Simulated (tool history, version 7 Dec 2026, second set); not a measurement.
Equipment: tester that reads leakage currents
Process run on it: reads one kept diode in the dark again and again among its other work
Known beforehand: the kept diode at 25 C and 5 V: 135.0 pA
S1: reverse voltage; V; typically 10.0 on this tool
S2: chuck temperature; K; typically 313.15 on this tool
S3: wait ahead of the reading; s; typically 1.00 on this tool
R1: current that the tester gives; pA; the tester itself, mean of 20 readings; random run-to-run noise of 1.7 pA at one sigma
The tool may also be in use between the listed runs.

run 1 day=0.000 | S1=10.0 S2=313.15 S3=1.00 | R1=576.32
run 2 day=8.529 | S1=10.0 S2=313.15 S3=1.00 | R1=571.20
-- day=10.504 chuck's temperature calibrated
run 3 day=15.025 | S1=10.0 S2=297.15 S3=1.00 | R1=183.73
run 4 day=20.675 | S1=10.0 S2=313.15 S3=1.00 | R1=572.18
run 5 day=32.708 | S1=4.1 S2=313.15 S3=1.00 | R1=349.03
run 6 day=40.154 | S1=10.0 S2=302.15 S3=1.00 | R1=265.80
run 7 day=46.117 | S1=10.0 S2=325.15 S3=1.00 | R1=1244.25
run 8 day=51.408 | S1=10.0 S2=325.15 S3=0.41 | R1=1240.37
run 9 day=60.425 | S1=10.0 S2=325.15 S3=0.41 | R1=1243.52
run 10 day=69.888 | S1=10.0 S2=325.15 S3=0.41 | R1=1251.66
run 11 day=80.783 | S1=10.0 S2=325.15 S3=0.41 | R1=1247.84
run 12 day=86.446 | S1=10.0 S2=308.15 S3=1.00 | R1=405.96
run 13 day=92.254 | S1=10.0 S2=308.15 S3=1.00 | R1=406.06
run 14 day=99.133 | S1=10.0 S2=313.15 S3=1.00 | R1=569.27
run 15 day=108.396 | S1=2.7 S2=294.15 S3=1.00 | R1=71.86
-- day=113.342 chuck's temperature calibrated
run 16 day=116.762 | S1=3.1 S2=313.15 S3=0.50 | R1=301.89

Expected results for the next run?
run 17 day=126.038 | S1=19.7 S2=302.15 S3=0.99 | R1=?

Run 17 measured R1 386.28 pA.
Minus the tool's unlogged condition, the same run would have read R1 385.98 pA.
